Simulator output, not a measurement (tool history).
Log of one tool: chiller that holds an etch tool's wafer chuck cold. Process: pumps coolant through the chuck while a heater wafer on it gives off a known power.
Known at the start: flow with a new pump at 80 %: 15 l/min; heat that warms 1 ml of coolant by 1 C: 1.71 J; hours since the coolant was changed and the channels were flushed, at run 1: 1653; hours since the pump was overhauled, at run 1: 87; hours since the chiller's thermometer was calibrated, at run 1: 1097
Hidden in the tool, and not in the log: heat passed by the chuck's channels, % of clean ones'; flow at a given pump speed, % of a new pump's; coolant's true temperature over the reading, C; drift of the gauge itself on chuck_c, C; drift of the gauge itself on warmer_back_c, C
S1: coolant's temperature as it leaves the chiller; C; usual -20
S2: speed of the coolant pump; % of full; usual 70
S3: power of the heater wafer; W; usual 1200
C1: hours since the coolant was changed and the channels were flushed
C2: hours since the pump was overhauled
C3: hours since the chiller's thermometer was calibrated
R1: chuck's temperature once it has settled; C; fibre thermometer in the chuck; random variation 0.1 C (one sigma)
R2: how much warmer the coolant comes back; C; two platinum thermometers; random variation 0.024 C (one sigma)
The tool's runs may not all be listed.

run,day,S1,S2,S3,C1,C2,C3,R1,R2
1,0,-20,70,1200,1653,87,1097,-8.5,3.19
2,1.138,-20,70,1200,1680,114,1124,-8.2,3.2
3,2.712,-20,70,1200,1718,152,1162,-8.1,3.22
4,3.554,-20,70,1200,1738,172,1182,-8.2,3.17
5,5.346,-20,70,1200,1781,215,1225,-8.1,3.19
6,6.283,-20,70,1200,1803,238,1248,-8.2,3.2
7,7.3,-20,70,1768,1828,262,1272,-2.6,4.79
8,8.704,-20,70,868,1862,296,1306,-11.3,2.35

Forecast run 9:
9,9.671,-20,73,1689,1885,319,1329,?,?

R1: -4 C
R2: 4.36 C
Without the tool's hidden state the same run would have given R1 -5.5 C, R2 4.33 C.

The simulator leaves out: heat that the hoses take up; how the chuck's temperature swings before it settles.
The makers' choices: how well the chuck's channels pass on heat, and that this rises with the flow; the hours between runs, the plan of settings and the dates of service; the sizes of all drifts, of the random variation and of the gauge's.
